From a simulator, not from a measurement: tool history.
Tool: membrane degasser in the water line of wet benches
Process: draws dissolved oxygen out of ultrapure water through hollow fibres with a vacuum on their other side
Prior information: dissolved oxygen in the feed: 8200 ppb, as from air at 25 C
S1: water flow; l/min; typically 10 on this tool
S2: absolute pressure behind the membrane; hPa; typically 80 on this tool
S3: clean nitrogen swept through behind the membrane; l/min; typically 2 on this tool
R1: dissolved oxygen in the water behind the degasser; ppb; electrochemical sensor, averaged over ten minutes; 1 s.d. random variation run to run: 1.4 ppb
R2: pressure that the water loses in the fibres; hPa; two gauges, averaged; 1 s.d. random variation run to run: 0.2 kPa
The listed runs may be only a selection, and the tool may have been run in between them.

{"run": 1, "hour": 0.0, "S1": 10, "S2": 80, "S3": 2, "R1": 142.8, "R2": 438.6}
{"run": 2, "hour": 54.5, "S1": 10, "S2": 80, "S3": 2, "R1": 145.9, "R2": 439.7}
{"run": 3, "hour": 95.5, "S1": 10, "S2": 80, "S3": 2, "R1": 146.3, "R2": 440.5}
{"run": 4, "hour": 153.3, "S1": 10, "S2": 80, "S3": 2.65, "R1": 131, "R2": 437}
{"run": 5, "hour": 201.6, "S1": 6, "S2": 80, "S3": 2, "R1": 61.3, "R2": 263.7}
{"run": 6, "hour": 225.3, "S1": 6, "S2": 80, "S3": 2, "R1": 63, "R2": 264.8}
{"run": 7, "hour": 267.2, "S1": 6, "S2": 80, "S3": 2, "R1": 62, "R2": 266.3}
{"run": 8, "hour": 316.5, "S1": 15, "S2": 80, "S3": 2, "R1": 278, "R2": 668.4}
{"run": 9, "hour": 363.3, "S1": 10, "S2": 80, "S3": 2, "R1": 147.1, "R2": 443.7}
{"run": 10, "hour": 410.0, "S1": 10, "S2": 80, "S3": 2, "R1": 145.4, "R2": 443.5}
{"run": 11, "hour": 434.9, "S1": 10, "S2": 53.4, "S3": 2, "R1": 113.5, "R2": 441.6}
{"run": 12, "hour": 486.4, "S1": 10, "S2": 156.1, "S3": 2, "R1": 240.2, "R2": 439}
{"run": 13, "hour": 539.7, "S1": 10, "S2": 80, "S3": 2, "R1": 145, "R2": 443.6}
{"run": 14, "hour": 595.7, "S1": 10, "S2": 80, "S3": 2, "R1": 144.8, "R2": 442.6}
{"run": 15, "hour": 648.6, "S1": 10, "S2": 71.8, "S3": 2, "R1": 136.1, "R2": 441.9}
{"run": 16, "hour": 706.1, "S1": 10, "S2": 80, "S3": 2, "R1": 148, "R2": 440.3}
{"run": 17, "hour": 759.5, "S1": 10, "S2": 122.1, "S3": 3.25, "R1": 155.5, "R2": 443.2}
{"run": 18, "hour": 798.3, "S1": 8, "S2": 54.9, "S3": 1.09, "R1": 94.1, "R2": 352.8}
{"run": 19, "hour": 851.2, "S1": 8, "S2": 54.9, "S3": 1.09, "R1": 94.2, "R2": 355}
{"run": 20, "hour": 908.4, "S1": 8, "S2": 54.9, "S3": 1.09, "R1": 94.8, "R2": 356.3}
{"run": 21, "hour": 953.1, "S1": 14, "S2": 81.7, "S3": 2.19, "R1": 248.9, "R2": 618.1}
{"run": 22, "hour": 978.2, "S1": 8, "S2": 81.5, "S3": 0.93, "R1": 161.1, "R2": 353.8}
{"run": 23, "hour": 1002.6, "S1": 8, "S2": 139.1, "S3": 0.93, "R1": 277.3, "R2": 357.9}
{"run": 24, "hour": 1030.5, "S1": 8, "S2": 139.1, "S3": 0.93, "R1": 275.4, "R2": 355.5}
{"run": 25, "hour": 1056.3, "S1": 8, "S2": 139.1, "S3": 0.93, "R1": 283.4, "R2": 357}
{"run": 26, "hour": 1095.9, "S1": 14, "S2": 89.1, "S3": 0.93, "R1": 371.1, "R2": 623.2}
{"run": 27, "hour": 1151.5, "S1": 14, "S2": 89.1, "S3": 0.93, "R1": 368.1, "R2": 624.1}
{"run": 28, "hour": 1185.4, "S1": 10, "S2": 89.1, "S3": 5.44, "R1": 114.2, "R2": 443.2}
{"run": 29, "hour": 1228.5, "S1": 7, "S2": 92.5, "S3": 0.88, "R1": 161.4, "R2": 312.4}
{"run": 30, "hour": 1264.5, "S1": 10, "S2": 170.6, "S3": 3.64, "R1": 184.5, "R2": 443}
{"run": 31, "hour": 1290.9, "S1": 10, "S2": 80, "S3": 5.34, "R1": 114.9, "R2": 444.4}
{"run": 32, "hour": 1330.4, "S1": 10, "S2": 88.9, "S3": 1.12, "R1": 210.4, "R2": 440.6}

Below, some changes in R1 between adjacent runs. For each, the amount present without the hidden state too (settings, incoming material, random variation) and the amount remaining for the hidden state with gauge scatter not shared by both compared results:
The tool's hidden condition here consists of: membrane still open, %; true pressure behind the membrane over the reading, kPa; air that leaks in behind the membrane, l/min; drift of the gauge itself on oxygen_ppb, %; drift of the gauge itself on loss_of_pressure_kpa, %.
Run 7 -> 8: S1 6 -> 15. R1 +216 ppb: hidden state +8.2, all else +207.8.
Run 20 -> 21: S1 8 -> 14, S2 54.9 -> 81.7, S3 1.09 -> 2.19. R1 +154.1 ppb: hidden state +8.6, all else +145.5.
Run 27 -> 28: S1 14 -> 10, S3 0.93 -> 5.44. R1 -253.9 ppb: hidden state -9.7, all else -244.2.
